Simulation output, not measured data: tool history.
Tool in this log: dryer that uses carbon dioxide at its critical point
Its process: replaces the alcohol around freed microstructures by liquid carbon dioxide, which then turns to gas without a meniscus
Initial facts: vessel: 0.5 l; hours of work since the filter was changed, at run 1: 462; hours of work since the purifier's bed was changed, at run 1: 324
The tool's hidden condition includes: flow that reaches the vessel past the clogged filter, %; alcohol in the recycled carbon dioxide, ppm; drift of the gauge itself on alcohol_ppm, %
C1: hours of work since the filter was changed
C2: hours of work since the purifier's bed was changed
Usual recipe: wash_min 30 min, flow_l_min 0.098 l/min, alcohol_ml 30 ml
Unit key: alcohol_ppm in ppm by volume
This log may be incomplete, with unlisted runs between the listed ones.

Run 1, hour 0: usual settings; C1 462; C2 324. Result: alcohol_ppm 326 ppm by volume.
Run 2, hour 10.1: usual settings; C1 469; C2 331. Result: alcohol_ppm 319 ppm by volume.
Run 3, hour 22.5: usual settings; C1 477; C2 340. Result: alcohol_ppm 330 ppm by volume.
Run 4, hour 38.2: usual settings; C1 488; C2 351. Result: alcohol_ppm 329 ppm by volume.
Run 5, hour 58.3: usual settings; C1 502; C2 365. Result: alcohol_ppm 338 ppm by volume.
Run 6, hour 83.1: usual settings but alcohol_ml 112 ml; C1 519; C2 382. Result: alcohol_ppm 1152 ppm by volume.
Run 7, hour 103.7: usual settings but alcohol_ml 112 ml; C1 533; C2 396. Result: alcohol_ppm 1184 ppm by volume.
Run 8, hour 124: usual settings but alcohol_ml 112 ml; C1 547; C2 410. Result: alcohol_ppm 1194 ppm by volume.
At hour 139.6: inlet filter changed.
Run 9, hour 145.4: usual settings but alcohol_ml 112 ml; C1 4; C2 424. Result: alcohol_ppm 714 ppm by volume.
Run 10, hour 156.4: usual settings but wash_min 29 min, flow_l_min 0.0896 l/min, alcohol_ml 48 ml; C1 12; C2 431. Result: alcohol_ppm 646 ppm by volume.
Run 11, hour 167.3: usual settings but wash_min 26 min, flow_l_min 0.1339 l/min, alcohol_ml 49 ml; C1 19; C2 439. Result: alcohol_ppm 129 ppm by volume.
Run 12, hour 185.6: usual settings but wash_min 26 min, flow_l_min 0.1339 l/min, alcohol_ml 49 ml; C1 32; C2 451. Result: alcohol_ppm 132 ppm by volume.
Run 13, hour 209.5: usual settings but wash_min 26 min, flow_l_min 0.1339 l/min, alcohol_ml 49 ml; C1 48; C2 468. Result: alcohol_ppm 136 ppm by volume.
Run 14, hour 230.9: usual settings but flow_l_min 0.1313 l/min, alcohol_ml 31 ml; C1 63; C2 482. Result: alcohol_ppm 60 ppm by volume.
Run 15, hour 254.1: usual settings but wash_min 20 min, flow_l_min 0.093 l/min, alcohol_ml 24 ml; C1 79; C2 498. Result: alcohol_ppm 1396 ppm by volume.
Run 16, hour 268.5: usual settings but wash_min 40 min, alcohol_ml 82 ml; C1 89; C2 508. Result: alcohol_ppm 122 ppm by volume.

What does the tool deliver on the next run?
Run 17, hour 289.2: usual settings but wash_min 27 min, flow_l_min 0.0721 l/min; C1 103; C2 522. Result: alcohol_ppm ?.

Run 17 produced alcohol_ppm 1549 ppm by volume.
With the hidden condition absent and the run-to-run variation left alone, this run would have shown alcohol_ppm 1395 ppm by volume.

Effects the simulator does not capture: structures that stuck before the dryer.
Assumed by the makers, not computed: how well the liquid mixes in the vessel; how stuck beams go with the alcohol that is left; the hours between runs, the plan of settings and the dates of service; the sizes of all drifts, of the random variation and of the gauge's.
